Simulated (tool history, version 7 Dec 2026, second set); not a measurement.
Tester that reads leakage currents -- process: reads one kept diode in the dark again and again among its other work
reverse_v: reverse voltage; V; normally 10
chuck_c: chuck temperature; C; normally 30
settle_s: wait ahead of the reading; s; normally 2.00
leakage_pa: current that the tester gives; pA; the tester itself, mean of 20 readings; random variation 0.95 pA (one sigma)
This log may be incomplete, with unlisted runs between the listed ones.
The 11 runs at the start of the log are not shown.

run    hour  reverse_v  chuck_c  settle_s  hours of work since the probe card was cleaned  hours of work since the tester was calibrated  hours of work since the chuck was calibrated  leakage_pa
 12  1176.4         10       30      2.00                                            1990                                           2546                                          1589      353.80
     1241.0  -- tester calibrated
 13  1315.3         10       30      1.65                                            2094                                             56                                          1693      361.08
     1405.6  -- chuck's temperature calibrated
 14  1419.3         10       30      1.65                                            2171                                            134                                            10      334.11
 15  1490.4         10       30      1.65                                            2225                                            187                                            64      338.84
 16  1553.7         10       30      1.65                                            2273                                            235                                           112      337.41
 17  1629.2         10       30      1.65                                            2330                                            293                                           169      339.37
 18  1742.2         10       30      1.65                                            2416                                            378                                           255      341.08
 19  1881.6         10       30      1.65                                            2522                                            484                                           361      344.26

The next listed run, before its measurement:
 20  1952.9         10       38      7.99                                            2576                                            538                                           415           ?

Run 20 yielded leakage_pa 627.00 pA.
Had the tool carried no hidden state, the very same run would have given leakage_pa 588.80 pA.
